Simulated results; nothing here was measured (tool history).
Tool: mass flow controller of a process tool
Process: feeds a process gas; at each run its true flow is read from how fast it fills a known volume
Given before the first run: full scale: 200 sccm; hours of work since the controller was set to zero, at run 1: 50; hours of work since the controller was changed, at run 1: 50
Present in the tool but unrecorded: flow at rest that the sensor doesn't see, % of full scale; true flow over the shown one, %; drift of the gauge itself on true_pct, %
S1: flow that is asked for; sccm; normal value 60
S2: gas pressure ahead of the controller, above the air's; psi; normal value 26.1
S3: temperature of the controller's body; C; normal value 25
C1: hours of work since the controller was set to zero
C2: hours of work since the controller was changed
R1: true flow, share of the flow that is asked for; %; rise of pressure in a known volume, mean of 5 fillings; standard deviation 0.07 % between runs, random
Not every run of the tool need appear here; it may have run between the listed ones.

run	hour	S1	S2	S3	C1	C2	R1
1	0.0	60	26.1	25	50	50	99.26
2	202.6	60	26.1	25	156	156	99.12
3	429.3	60	26.0	25	275	275	99.19
4	633.9	60	26.0	25	383	383	99.16
5	840.8	60	26.1	25	492	492	99.17
6	990.3	60	26.1	25	570	570	99.25
7	1140.2	60	26.1	26	649	649	99.25
8	1337.5	60	26.1	26	753	753	99.11
9	1496.4	60	26.1	26	836	836	98.95
10	1700.1	60	26.1	26	943	943	99.11
11	1919.4	60	26.1	25	1058	1058	99.12
12	2011.3	60	26.1	25	1107	1107	99.32
13	2176.5	60	26.1	22	1193	1193	99.45
14	2402.9	60	26.1	22	1312	1312	99.49
15	2624.9	190	26.1	30	1429	1429	99.45
16	2804.5	81	26.1	30	1523	1523	98.91
17	3007.1	60	26.1	38	1630	1630	98.23
18	3188.4	60	26.1	38	1725	1725	98.27
19	3373.0	163	21.8	38	1822	1822	98.73
20	3575.4	22	35.1	39	1928	1928	98.10
21	3742.0	45	26.1	30	2016	2016	98.75
22	3963.8	79	23.8	26	2133	2133	99.09
23	4154.7	41	26.1	25	2233	2233	99.05
24	4364.4	41	26.1	25	2343	2343	99.06
25	4565.1	41	26.1	25	2449	2449	99.08
26	4711.3	60	32.8	25	2525	2525	99.36
27	4892.4	60	32.8	25	2620	2620	99.38

3 ways to go on from here, each from the tool as it stands after run 27. What would each give?
A	5042.4	35	29.7	27	2699	2699	?
B	5042.4	26	26.1	25	2699	2699	?
C	5042.4	60	21.0	28	2699	2699	?

run	R1
A	98.96
B	99.01
C	98.80
With the hidden condition removed and each run's random variation left untouched, the same runs would have given:
run	R1
A	98.97
B	99.02
C	98.80
